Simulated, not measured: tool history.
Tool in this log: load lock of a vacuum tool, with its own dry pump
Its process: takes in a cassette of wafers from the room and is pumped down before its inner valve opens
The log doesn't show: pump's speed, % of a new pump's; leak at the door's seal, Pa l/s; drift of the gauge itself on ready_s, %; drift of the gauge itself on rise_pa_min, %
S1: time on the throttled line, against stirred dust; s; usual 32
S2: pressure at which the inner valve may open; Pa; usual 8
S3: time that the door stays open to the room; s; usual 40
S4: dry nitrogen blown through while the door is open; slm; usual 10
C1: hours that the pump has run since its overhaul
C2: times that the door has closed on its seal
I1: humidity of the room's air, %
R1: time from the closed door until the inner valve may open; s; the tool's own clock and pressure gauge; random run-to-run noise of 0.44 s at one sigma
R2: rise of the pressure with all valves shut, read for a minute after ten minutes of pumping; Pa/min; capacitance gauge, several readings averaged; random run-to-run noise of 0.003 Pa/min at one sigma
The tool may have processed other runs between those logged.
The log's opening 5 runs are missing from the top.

run      day  S1  S2   S3  S4     C1     C2    I1    R1     R2
  6  113.692  36   8   40  10  18156  19881  47.3  61.1  0.088
  7  136.758  32   8   40  10  18710  20833  46.5  58.2  0.089
     163.408  -- dry pump taken out, an overhauled one fitted
  8  165.112  32   8   40  10     41  21993  46.2  54.1  0.095
  9  180.879  32   8  164  10    419  22643  43.2  54.8  0.109
 10  204.779  32   8   40  10    993  23629  44.0  55.5  0.099
 11  229.092  32   8   40  10   1576  24633  48.8  54.7  0.111
 12  245.958  32   8   40  10   1981  25329  48.2  54.4  0.109
 13  273.962  32  15   40  10   2653  26484  42.7  52.8  0.113
 14  285.983  32   8   40  10   2942  26980  43.6  55.3  0.114
 15  306.862  32   8   40  10   3443  27842  45.7  54.3  0.127
 16  332.808  32   8   40  10   4066  28912  44.7  54.9  0.122
 17  344.783  32   8   40  10   4353  29406  46.4  55.0  0.131
 18  359.962  32   8   26  10   4717  30033  49.4  56.6  0.127

Estimate the outcome of run 19 from the log above:
 19  383.725  32   8  42  10  5288  31013  43.8   ?   ?

{"run 19": {"R1": 56.0, "R2": 0.134}}
On a tool with no hidden condition, and with the same random variation, this run would have come out at R1 55.0 s, R2 0.032 Pa/min.
